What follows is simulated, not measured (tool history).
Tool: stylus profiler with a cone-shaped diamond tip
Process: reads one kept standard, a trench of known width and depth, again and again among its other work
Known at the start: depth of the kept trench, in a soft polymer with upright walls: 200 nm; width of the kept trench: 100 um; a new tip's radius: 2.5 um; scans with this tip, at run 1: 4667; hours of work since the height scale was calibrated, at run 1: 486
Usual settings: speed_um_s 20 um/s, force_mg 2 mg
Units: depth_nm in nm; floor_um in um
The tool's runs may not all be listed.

run	hour	speed_um_s	force_mg	scans with this tip	hours of work since the height scale was calibrated	depth_nm	floor_um
1	0	20	2	4667	486	202.84	97.33
2	13.3	20	2	4764	496	202.79	97.3
3	25.9	20	2	4856	505	202.81	97.27
4	42.4	20	2	4976	518	202.85	97.25
5	61.7	20	3.41	5118	533	203.94	97.25
6	77.6	20	3.41	5234	545	204.02	97.27
7	93.8	20	1.77	5353	557	202.63	97.18
8	105	20	2	5435	566	202.91	97.23
9	118.9	20	2	5536	576	202.84	97.27
10	132.5	20	1.16	5636	587	202.02	97.16
11	141.4	20	1.16	5701	593	202	97.18
12	157.8	20	1.16	5820	606	202.04	97.12
13	174.9	20	1.16	5946	619	202.08	97.19
14	186.7	20	1.16	6032	628	202.02	97.14
15	205.5	20	1.16	6169	642	201.99	97.14
16	214.7	7	0.77	6237	649	201.59	97.17
17	233.2	22	1.2	6372	663	202.07	97.1
18	249.6	24	1.89	6492	676	202.76	97.11
19	258.8	24	1.89	6559	683	202.77	97.1
20	269.5	7	3.85	6637	691	204.34	97.17
21	284.7	7	3.85	6748	702	204.38	97.18
22	298	18	0.71	6845	713	201.56	97.03
23	309.2	6	0.88	6927	721	201.75	97.13
24	322.7	8	2.11	7026	731	202.97	97.15
25	336.9	13	1.97	7130	742	202.82	97.11
26	350.7	13	1.97	7231	753	202.85	97.1
27	366.5	18	0.85	7346	765	201.78	96.99

4 ways to go on from here, each from the tool as it stands after run 27. What would each give?
A	378.3	46	3.54	7432	774	?	?
B	378.3	15	5.43	7432	774	?	?
C	378.3	8	2	7432	774	?	?
D	378.3	31	2	7432	774	?	?

run	depth_nm	floor_um
A	204.22	96.98
B	205.45	97.1
C	202.92	97.14
D	202.93	96.94
Without the tool's hidden state the same runs would have given:
run	depth_nm	floor_um
A	203.99	97.88
B	205.22	98
C	202.69	98.04
D	202.7	97.84
